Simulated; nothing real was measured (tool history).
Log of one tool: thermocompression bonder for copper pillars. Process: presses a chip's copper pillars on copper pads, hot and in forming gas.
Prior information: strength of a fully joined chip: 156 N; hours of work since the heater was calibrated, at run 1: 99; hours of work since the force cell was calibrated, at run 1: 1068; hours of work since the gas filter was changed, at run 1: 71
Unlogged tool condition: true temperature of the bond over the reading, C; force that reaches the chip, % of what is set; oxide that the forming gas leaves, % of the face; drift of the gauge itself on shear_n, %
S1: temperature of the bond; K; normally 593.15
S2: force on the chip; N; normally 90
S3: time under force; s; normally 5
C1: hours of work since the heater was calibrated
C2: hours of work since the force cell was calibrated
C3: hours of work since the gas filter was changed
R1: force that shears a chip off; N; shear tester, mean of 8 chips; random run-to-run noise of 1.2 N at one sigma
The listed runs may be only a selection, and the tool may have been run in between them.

Run 1, hour 0: usual settings; C1 99; C2 1068; C3 71. Result: R1 110.6 N.
Run 2, hour 37: usual settings; C1 123; C2 1092; C3 95. Result: R1 110 N.
Run 3, hour 80.9: usual settings but S2 106 N; C1 152; C2 1120; C3 124. Result: R1 115.7 N.
At hour 91.1: forming gas filter changed.
Run 4, hour 127.2: usual settings but S2 106 N; C1 182; C2 1150; C3 24. Result: R1 120.7 N.
Run 5, hour 176.8: usual settings but S2 106 N; C1 214; C2 1183; C3 56. Result: R1 118.9 N.
At hour 181.6: heater calibrated with a thermocouple chip.
Run 6, hour 226.9: usual settings but S2 111 N; C1 30; C2 1214; C3 87. Result: R1 119.1 N.
Run 7, hour 248.6: usual settings but S2 96 N; C1 44; C2 1228; C3 101. Result: R1 111.3 N.
Run 8, hour 285.8: usual settings but S1 573.15 K, S2 96 N, S3 4 s; C1 68; C2 1252; C3 126. Result: R1 91.6 N.
At hour 291.6: forming gas filter changed.
Run 9, hour 334.2: usual settings but S1 615.15 K, S2 96 N, S3 4 s; C1 99; C2 1284; C3 28. Result: R1 121.9 N.
At hour 349.3: heater calibrated with a thermocouple chip, once more.
Run 10, hour 362.5: usual settings but S1 615.15 K, S2 96 N, S3 4 s; C1 9; C2 1301; C3 45. Result: R1 122.5 N.

Below are 4 alternative next runs, each starting from the tool's condition after run 10. Predict each:
Run A, hour 394.7: usual settings but S1 586.15 K; C1 30; C2 1322; C3 66. Result: R1 ?.
Run B, hour 394.7: usual settings but S1 613.15 K, S2 69 N; C1 30; C2 1322; C3 66. Result: R1 ?.
Run C, hour 394.7: usual settings but S1 578.15 K, S2 122 N, S3 9 s; C1 30; C2 1322; C3 66. Result: R1 ?.
Run D, hour 394.7: usual settings but S1 615.15 K, S2 65 N, S3 4 s; C1 30; C2 1322; C3 66. Result: R1 ?.

run     R1
  A    110
  B  112.1
  C  129.5
  D    106
The same runs, with their run-to-run variation unchanged, on a tool lacking any hidden condition would have given:
run     R1
  A    110
  B  112.4
  C  130.7
  D    106
